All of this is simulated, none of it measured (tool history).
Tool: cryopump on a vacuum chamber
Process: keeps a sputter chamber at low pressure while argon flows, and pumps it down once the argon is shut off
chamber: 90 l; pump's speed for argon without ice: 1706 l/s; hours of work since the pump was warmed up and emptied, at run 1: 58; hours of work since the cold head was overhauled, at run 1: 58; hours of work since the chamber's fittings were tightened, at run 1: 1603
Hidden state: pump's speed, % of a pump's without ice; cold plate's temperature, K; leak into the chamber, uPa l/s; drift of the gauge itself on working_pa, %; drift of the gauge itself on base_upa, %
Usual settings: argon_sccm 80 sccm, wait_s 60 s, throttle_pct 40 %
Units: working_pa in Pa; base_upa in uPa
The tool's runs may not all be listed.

run	hour	argon_sccm	wait_s	throttle_pct	hours of work since the pump was warmed up and emptied	hours of work since the cold head was overhauled	hours of work since the chamber's fittings were tightened	working_pa	base_upa
1	0.0	80	60	40	58	58	1603	0.2012	2.12
2	16.6	80	60	40	65	65	1611	0.2035	2.05
3	26.8	80	71	40	70	70	1615	0.2021	1.93
4	40.1	80	60	40	76	76	1621	0.2037	2.07
5	51.5	80	60	49	81	81	1626	0.1668	2.09
6	68.6	80	60	49	89	89	1634	0.1667	2.14
7	84.5	43	29	39	96	96	1641	0.1125	3.16
8	96.5	144	29	19	101	101	1647	0.7628	3.20
9	104.7	144	29	19	105	105	1650	0.7598	3.22
10	114.3	66	89	60	109	109	1655	0.1147	1.83
11	129.9	143	59	24	116	116	1662	0.5996	2.12

Forecast each of these 5 alternatives for the next run:
A	143.3	57	87	18	122	122	1668	?	?
B	143.3	106	66	24	122	122	1668	?	?
C	143.3	71	60	40	122	122	1668	?	?
D	143.3	143	59	55	122	122	1668	?	?
E	143.3	37	202	15	122	122	1668	?	?

run	working_pa	base_upa
A	0.3194	1.81
B	0.4505	2.04
C	0.1822	2.16
D	0.2690	2.23
E	0.2494	1.45
Without the tool's hidden state the same runs would have given:
run	working_pa	base_upa
A	0.3140	0.85
B	0.4403	1.07
C	0.1754	1.19
D	0.2554	1.25
E	0.2459	0.47
